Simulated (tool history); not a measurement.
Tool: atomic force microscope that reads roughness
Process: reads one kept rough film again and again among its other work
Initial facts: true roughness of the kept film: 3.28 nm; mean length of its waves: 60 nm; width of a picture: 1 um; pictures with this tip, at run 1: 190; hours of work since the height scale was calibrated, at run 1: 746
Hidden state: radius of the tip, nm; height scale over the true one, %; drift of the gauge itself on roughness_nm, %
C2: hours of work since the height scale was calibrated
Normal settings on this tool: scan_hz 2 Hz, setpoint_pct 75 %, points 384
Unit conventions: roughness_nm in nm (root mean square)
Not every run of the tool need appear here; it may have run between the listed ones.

Run 1, hour 0: usual settings; pictures with this tip 190; C2 746. Result: roughness_nm 2.722 nm (root mean square).
At hour 5.2: new tip fitted.
Run 2, hour 52.9: usual settings but setpoint_pct 64 %; pictures with this tip 70; C2 776. Result: roughness_nm 2.898 nm (root mean square).
Run 3, hour 75.3: usual settings but setpoint_pct 64 %; pictures with this tip 103; C2 790. Result: roughness_nm 2.924 nm (root mean square).
Run 4, hour 120.2: usual settings but scan_hz 1.47 Hz, setpoint_pct 64 %; pictures with this tip 170; C2 816. Result: roughness_nm 2.975 nm (root mean square).
At hour 136.9: new tip fitted.
Run 5, hour 149.8: usual settings but scan_hz 1.47 Hz, setpoint_pct 64 %; pictures with this tip 19; C2 833. Result: roughness_nm 2.975 nm (root mean square).
Run 6, hour 178.6: usual settings but scan_hz 1.47 Hz, setpoint_pct 64 %; pictures with this tip 62; C2 850. Result: roughness_nm 2.975 nm (root mean square).
Run 7, hour 229.1: usual settings but scan_hz 1.47 Hz, setpoint_pct 64 %; pictures with this tip 136; C2 880. Result: roughness_nm 2.973 nm (root mean square).
At hour 270: new tip fitted.
Run 8, hour 278.2: usual settings but scan_hz 1.47 Hz, setpoint_pct 64 %; pictures with this tip 12; C2 909. Result: roughness_nm 2.988 nm (root mean square).
Run 9, hour 302.2: usual settings but points 410; pictures with this tip 48; C2 923. Result: roughness_nm 2.747 nm (root mean square).
Run 10, hour 333.6: usual settings but points 410; pictures with this tip 94; C2 942. Result: roughness_nm 2.75 nm (root mean square).
Run 11, hour 362.2: usual settings but points 410; pictures with this tip 136; C2 959. Result: roughness_nm 2.732 nm (root mean square).
Run 12, hour 384: usual settings but points 485; pictures with this tip 168; C2 971. Result: roughness_nm 2.722 nm (root mean square).
At hour 402.5: new tip fitted.
Run 13, hour 418.9: usual settings but points 485; pictures with this tip 24; C2 992. Result: roughness_nm 2.725 nm (root mean square).
Run 14, hour 454.8: usual settings but setpoint_pct 58 %; pictures with this tip 77; C2 1013. Result: roughness_nm 2.995 nm (root mean square).
Run 15, hour 480.7: usual settings but scan_hz 0.66 Hz; pictures with this tip 116; C2 1028. Result: roughness_nm 2.991 nm (root mean square).
Run 16, hour 522.9: usual settings but scan_hz 0.66 Hz; pictures with this tip 178; C2 1053. Result: roughness_nm 2.992 nm (root mean square).
At hour 533.7: new tip fitted.
Run 17, hour 558.1: usual settings but scan_hz 3.52 Hz, setpoint_pct 78 %; pictures with this tip 36; C2 1074. Result: roughness_nm 2.39 nm (root mean square).
Run 18, hour 579.9: usual settings but scan_hz 2.93 Hz, setpoint_pct 72 %, points 343; pictures with this tip 68; C2 1087. Result: roughness_nm 2.64 nm (root mean square).
Run 19, hour 631.2: usual settings but scan_hz 2.93 Hz, setpoint_pct 72 %, points 343; pictures with this tip 144; C2 1117. Result: roughness_nm 2.65 nm (root mean square).
At hour 667.8: new tip fitted.
Run 20, hour 674.1: usual settings but setpoint_pct 77 %, points 408; pictures with this tip 10; C2 1142. Result: roughness_nm 2.702 nm (root mean square).
Run 21, hour 718.5: usual settings but scan_hz 1.46 Hz, setpoint_pct 73 %, points 450; pictures with this tip 75; C2 1168. Result: roughness_nm 2.866 nm (root mean square).
Run 22, hour 743.9: usual settings but scan_hz 0.5 Hz, setpoint_pct 73 %, points 706; pictures with this tip 113; C2 1183. Result: roughness_nm 3.052 nm (root mean square).
Run 23, hour 778.4: usual settings but scan_hz 1.22 Hz, setpoint_pct 56 %, points 706; pictures with this tip 164; C2 1204. Result: roughness_nm 3.084 nm (root mean square).
At hour 799.5: new tip fitted.
Run 24, hour 832.5: usual settings but points 596; pictures with this tip 49; C2 1235. Result: roughness_nm 2.745 nm (root mean square).
Run 25, hour 882.5: usual settings but scan_hz 0.73 Hz, setpoint_pct 70 %; pictures with this tip 122; C2 1265. Result: roughness_nm 3.031 nm (root mean square).
Run 26, hour 907.6: usual settings but scan_hz 3.5 Hz, setpoint_pct 63 %, points 586; pictures with this tip 160; C2 1280. Result: roughness_nm 2.8 nm (root mean square).
At hour 929.8: new tip fitted.
Run 27, hour 937.8: usual settings but scan_hz 2.17 Hz, setpoint_pct 77 %, points 258; pictures with this tip 11; C2 1297. Result: roughness_nm 2.646 nm (root mean square).
Run 28, hour 972.3: usual settings but scan_hz 2.17 Hz, setpoint_pct 74 %, points 543; pictures with this tip 62; C2 1317. Result: roughness_nm 2.736 nm (root mean square).
Run 29, hour 998.2: usual settings but scan_hz 2.17 Hz, setpoint_pct 74 %, points 543; pictures with this tip 101; C2 1333. Result: roughness_nm 2.707 nm (root mean square).
Run 30, hour 1032.9: usual settings but scan_hz 2.17 Hz, setpoint_pct 74 %, points 543; pictures with this tip 152; C2 1353. Result: roughness_nm 2.724 nm (root mean square).
At hour 1062.9: new tip fitted.
Run 31, hour 1078.2: usual settings but scan_hz 2.17 Hz, setpoint_pct 80 %, points 543; pictures with this tip 23; C2 1380. Result: roughness_nm 2.593 nm (root mean square).
Run 32, hour 1101.7: usual settings but scan_hz 3.25 Hz, setpoint_pct 80 %, points 543; pictures with this tip 57; C2 1394. Result: roughness_nm 2.359 nm (root mean square).

Each row is a separate what-if for the run after 32, all from the same tool condition, not one after another. Results?
Run A, hour 1128: usual settings but setpoint_pct 63 %, points 623; pictures with this tip 96; C2 1409. Result: roughness_nm ?.
Run B, hour 1128: usual settings but setpoint_pct 66 %; pictures with this tip 96; C2 1409. Result: roughness_nm ?.
Run C, hour 1128: usual settings but scan_hz 3.25 Hz, setpoint_pct 80 %, points 441; pictures with this tip 96; C2 1409. Result: roughness_nm ?.
Run D, hour 1128: usual settings but scan_hz 1.33 Hz, setpoint_pct 80 %, points 606; pictures with this tip 96; C2 1409. Result: roughness_nm ?.

run  roughness_nm
  A         2.927
  B         2.891
  C         2.357
  D         2.774
Stripped of hidden state, with their random variation kept, the same runs would have yielded:
run  roughness_nm
  A         2.932
  B         2.896
  C         2.361
  D         2.778
